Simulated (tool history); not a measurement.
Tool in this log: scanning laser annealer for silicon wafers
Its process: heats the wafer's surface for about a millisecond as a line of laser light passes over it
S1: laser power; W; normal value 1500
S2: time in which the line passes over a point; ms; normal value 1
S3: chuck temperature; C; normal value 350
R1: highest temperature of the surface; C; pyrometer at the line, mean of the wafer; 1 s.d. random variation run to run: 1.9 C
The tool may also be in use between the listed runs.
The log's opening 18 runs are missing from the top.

| run | hour | S1 | S2 | S3 | R1 |
|---|---|---|---|---|---|
| 19 | 190.7 | 1307 | 1.06 | 313 | 1009 |
| 20 | 199.5 | 1414 | 1 | 369 | 1110 |
| 21 | 213.4 | 1642 | 0.76 | 319 | 1096 |
| 22 | 225.7 | 1642 | 0.76 | 319 | 1098 |
| 23 | 241 | 1642 | 0.76 | 319 | 1097 |
| 24 | 255.1 | 1644 | 1.08 | 375 | 1294 |
| 25 | 265.4 | 1644 | 1.08 | 375 | 1293 |
| 26 | 277.2 | 1466 | 1.09 | 375 | 1180 |
| 27 | 289.1 | 1466 | 1.09 | 375 | 1180 |
| 28 | 299 | 1555 | 1.03 | 350 | 1189 |
| 29 | 314 | 1348 | 0.75 | 350 | 956 |
| 30 | 325 | 1348 | 0.75 | 350 | 953 |
| 31 | 334.5 | 1396 | 0.75 | 350 | 979 |
| 32 | 348.8 | 1396 | 0.75 | 356 | 987 |
| 33 | 358.4 | 1617 | 0.73 | 341 | 1083 |
| 34 | 372.3 | 1521 | 0.82 | 341 | 1071 |

Consider 3 possible next runs. They are alternatives, not a sequence: every one starts from the tool as it was left by run 34. What does each give?
| A | 387.4 | 1500 | 0.76 | 378 | ? |
| B | 387.4 | 1483 | 1.01 | 322 | ? |
| C | 387.4 | 1600 | 0.82 | 358 | ? |

| run | R1 |
|---|---|
| A | 1070 |
| B | 1104 |
| C | 1132 |
Stripped of hidden state, with their random variation kept, the same runs would have yielded:
| run | R1 |
|---|---|
| A | 1104 |
| B | 1142 |
| C | 1170 |
